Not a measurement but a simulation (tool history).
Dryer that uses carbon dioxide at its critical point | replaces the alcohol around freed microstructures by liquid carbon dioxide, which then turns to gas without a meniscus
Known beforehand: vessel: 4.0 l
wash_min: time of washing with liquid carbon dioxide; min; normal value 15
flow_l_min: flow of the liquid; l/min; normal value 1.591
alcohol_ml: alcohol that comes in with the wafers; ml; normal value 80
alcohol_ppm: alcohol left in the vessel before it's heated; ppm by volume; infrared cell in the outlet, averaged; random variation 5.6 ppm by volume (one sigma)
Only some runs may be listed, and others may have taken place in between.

Run 1, hour 0.0: usual settings. Result: alcohol_ppm 191 ppm by volume.
Run 2, hour 9.2: usual settings but wash_min 23 min. Result: alcohol_ppm 38 ppm by volume.
Run 3, hour 18.9: usual settings but wash_min 23 min. Result: alcohol_ppm 44 ppm by volume.
Run 4, hour 24.3: usual settings but wash_min 23 min. Result: alcohol_ppm 40 ppm by volume.
Run 5, hour 33.9: usual settings but wash_min 21 min. Result: alcohol_ppm 38 ppm by volume.
Run 6, hour 38.6: usual settings but wash_min 13 min. Result: alcohol_ppm 370 ppm by volume.
Run 7, hour 44.8: usual settings but wash_min 13 min. Result: alcohol_ppm 370 ppm by volume.
Run 8, hour 51.9: usual settings but wash_min 13 min. Result: alcohol_ppm 379 ppm by volume.
Run 9, hour 57.3: usual settings but wash_min 13 min. Result: alcohol_ppm 367 ppm by volume.
Run 10, hour 63.6: usual settings. Result: alcohol_ppm 215 ppm by volume.
Run 11, hour 69.7: usual settings. Result: alcohol_ppm 208 ppm by volume.
Run 12, hour 75.5: usual settings. Result: alcohol_ppm 215 ppm by volume.
Run 13, hour 86.4: usual settings. Result: alcohol_ppm 221 ppm by volume.
Run 14, hour 94.8: usual settings but wash_min 14 min. Result: alcohol_ppm 275 ppm by volume.
Run 15, hour 100.7: usual settings but wash_min 12 min, flow_l_min 1.670 l/min, alcohol_ml 102 ml. Result: alcohol_ppm 525 ppm by volume.
Run 16, hour 105.8: usual settings but wash_min 12 min, flow_l_min 1.670 l/min, alcohol_ml 102 ml. Result: alcohol_ppm 519 ppm by volume.
Run 17, hour 111.2: usual settings but wash_min 12 min, flow_l_min 1.670 l/min, alcohol_ml 102 ml. Result: alcohol_ppm 545 ppm by volume.
Run 18, hour 115.9: usual settings but flow_l_min 1.140 l/min, alcohol_ml 78 ml. Result: alcohol_ppm 776 ppm by volume.
Run 19, hour 123.7: usual settings but flow_l_min 1.140 l/min, alcohol_ml 78 ml. Result: alcohol_ppm 786 ppm by volume.
Run 20, hour 129.0: usual settings but flow_l_min 1.140 l/min, alcohol_ml 78 ml. Result: alcohol_ppm 789 ppm by volume.
Run 21, hour 133.7: usual settings but flow_l_min 1.140 l/min, alcohol_ml 78 ml. Result: alcohol_ppm 773 ppm by volume.
Run 22, hour 138.6: usual settings but flow_l_min 1.680 l/min, alcohol_ml 86 ml. Result: alcohol_ppm 191 ppm by volume.
Run 23, hour 143.8: usual settings but wash_min 9 min, flow_l_min 1.170 l/min, alcohol_ml 75 ml. Result: alcohol_ppm 2579 ppm by volume.
Run 24, hour 148.6: usual settings but wash_min 14 min, flow_l_min 2.660 l/min, alcohol_ml 32 ml. Result: alcohol_ppm 44 ppm by volume.
Run 25, hour 156.3: usual settings but wash_min 12 min. Result: alcohol_ppm 516 ppm by volume.
Run 26, hour 167.9: usual settings but wash_min 12 min, flow_l_min 1.990 l/min, alcohol_ml 99 ml. Result: alcohol_ppm 265 ppm by volume.

For each run, the measured value with the value that run would have given without the tool's hidden condition subtracted. The run-to-run variation is shared by both, the gauge scatter possibly not:
Unlogged tool condition in this case: flow that reaches the vessel past the clogged filter, %; alcohol in the recycled carbon dioxide, ppm; drift of the gauge itself on alcohol_ppm, %.
run  alcohol_ppm
  1          +23
  2          +19
  3          +20
  4          +21
  5          +23
  6          +38
  7          +41
  8          +44
  9          +44
 10          +39
 11          +38
 12          +41
 13          +42
 14          +48
 15          +65
 16          +66
 17          +70
 18          +81
 19          +83
 20          +84
 21          +86
 22          +53
 23         +152
 24          +37
 25          +79
 26          +66

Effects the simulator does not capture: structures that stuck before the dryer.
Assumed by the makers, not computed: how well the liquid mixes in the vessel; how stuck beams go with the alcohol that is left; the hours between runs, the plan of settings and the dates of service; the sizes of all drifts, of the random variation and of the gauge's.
